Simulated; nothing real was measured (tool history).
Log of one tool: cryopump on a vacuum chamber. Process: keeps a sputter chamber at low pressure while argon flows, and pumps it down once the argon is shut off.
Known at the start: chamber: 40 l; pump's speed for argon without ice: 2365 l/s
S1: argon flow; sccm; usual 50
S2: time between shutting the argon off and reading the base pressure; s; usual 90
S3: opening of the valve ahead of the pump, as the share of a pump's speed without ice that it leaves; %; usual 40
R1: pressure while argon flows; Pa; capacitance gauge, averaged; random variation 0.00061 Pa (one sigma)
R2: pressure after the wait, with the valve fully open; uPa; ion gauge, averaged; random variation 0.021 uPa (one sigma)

{"run": 1, "hour": 0.0, "S1": 50, "S2": 90, "S3": 40, "R1": 0.0898, "R2": 0.49}
{"run": 2, "hour": 18.9, "S1": 50, "S2": 90, "S3": 40, "R1": 0.0908, "R2": 0.49}
{"run": 3, "hour": 42.9, "S1": 29, "S2": 90, "S3": 40, "R1": 0.0528, "R2": 0.47}
{"run": 4, "hour": 55.4, "S1": 29, "S2": 90, "S3": 40, "R1": 0.0528, "R2": 0.54}
{"run": 5, "hour": 79.1, "S1": 29, "S2": 90, "S3": 40, "R1": 0.0534, "R2": 0.52}
{"run": 6, "hour": 97.9, "S1": 50, "S2": 90, "S3": 40, "R1": 0.0917, "R2": 0.54}
{"run": 7, "hour": 111.8, "S1": 50, "S2": 90, "S3": 40, "R1": 0.0913, "R2": 0.54}
{"run": 8, "hour": 129.8, "S1": 50, "S2": 103, "S3": 40, "R1": 0.09, "R2": 0.52}
{"run": 9, "hour": 140.3, "S1": 50, "S2": 103, "S3": 40, "R1": 0.0912, "R2": 0.52}
{"run": 10, "hour": 152.2, "S1": 50, "S2": 103, "S3": 40, "R1": 0.0921, "R2": 0.51}
{"run": 11, "hour": 171.4, "S1": 50, "S2": 26, "S3": 40, "R1": 0.0912, "R2": 1.36}
{"run": 12, "hour": 187.5, "S1": 50, "S2": 26, "S3": 40, "R1": 0.0914, "R2": 1.35}
{"run": 13, "hour": 199.3, "S1": 50, "S2": 26, "S3": 40, "R1": 0.0905, "R2": 1.36}
{"run": 14, "hour": 212.7, "S1": 50, "S2": 90, "S3": 40, "R1": 0.0923, "R2": 0.55}
{"run": 15, "hour": 227.3, "S1": 50, "S2": 90, "S3": 40, "R1": 0.0914, "R2": 0.58}
{"run": 16, "hour": 251.2, "S1": 50, "S2": 90, "S3": 40, "R1": 0.092, "R2": 0.57}
{"run": 17, "hour": 274.2, "S1": 50, "S2": 90, "S3": 40, "R1": 0.0921, "R2": 0.55}
{"run": 18, "hour": 287.9, "S1": 50, "S2": 90, "S3": 40, "R1": 0.091, "R2": 0.62}
{"run": 19, "hour": 302.9, "S1": 50, "S2": 90, "S3": 40, "R1": 0.0932, "R2": 0.6}
{"run": 20, "hour": 316.1, "S1": 50, "S2": 90, "S3": 40, "R1": 0.0936, "R2": 0.59}
{"run": 21, "hour": 326.6, "S1": 50, "S2": 90, "S3": 40, "R1": 0.0927, "R2": 0.61}
{"run": 22, "hour": 344.3, "S1": 24, "S2": 52, "S3": 27, "R1": 0.0646, "R2": 0.85}
{"run": 23, "hour": 362.6, "S1": 54, "S2": 51, "S3": 20, "R1": 0.1961, "R2": 0.86}
{"run": 24, "hour": 377.5, "S1": 51, "S2": 40, "S3": 49, "R1": 0.0774, "R2": 1.06}
{"run": 25, "hour": 396.0, "S1": 51, "S2": 40, "S3": 49, "R1": 0.0768, "R2": 1.04}
{"run": 26, "hour": 415.1, "S1": 93, "S2": 178, "S3": 35, "R1": 0.1948, "R2": 0.47}
{"run": 27, "hour": 434.3, "S1": 37, "S2": 130, "S3": 18, "R1": 0.1496, "R2": 0.55}
{"run": 28, "hour": 458.8, "S1": 45, "S2": 150, "S3": 39, "R1": 0.0851, "R2": 0.5}
{"run": 29, "hour": 483.2, "S1": 45, "S2": 28, "S3": 18, "R1": 0.1832, "R2": 1.35}
{"run": 30, "hour": 508.0, "S1": 62, "S2": 53, "S3": 37, "R1": 0.1235, "R2": 0.83}
{"run": 31, "hour": 520.1, "S1": 62, "S2": 53, "S3": 37, "R1": 0.1243, "R2": 0.88}
{"run": 32, "hour": 541.7, "S1": 62, "S2": 53, "S3": 37, "R1": 0.1267, "R2": 0.9}
{"run": 33, "hour": 555.1, "S1": 23, "S2": 199, "S3": 26, "R1": 0.0644, "R2": 0.49}
{"run": 34, "hour": 566.6, "S1": 23, "S2": 199, "S3": 26, "R1": 0.0636, "R2": 0.53}
{"run": 35, "hour": 591.7, "S1": 47, "S2": 146, "S3": 40, "R1": 0.0892, "R2": 0.52}

3 ways to go on from here, each from the tool as it stands after run 35. What would each give?
{"run": "A", "hour": 605.9, "S1": 75, "S2": 59, "S3": 42, "R1": "?", "R2": "?"}
{"run": "B", "hour": 605.9, "S1": 66, "S2": 29, "S3": 26, "R1": "?", "R2": "?"}
{"run": "C", "hour": 605.9, "S1": 50, "S2": 90, "S3": 17, "R1": "?", "R2": "?"}

run=A R1=0.1343 R2=0.83
run=B R1=0.1879 R2=1.35
run=C R1=0.2142 R2=0.72
Without the tool's hidden state the same runs would have given:
run=A R1=0.1277 R2=0.60
run=B R1=0.1822 R2=1.12
run=C R1=0.2098 R2=0.49
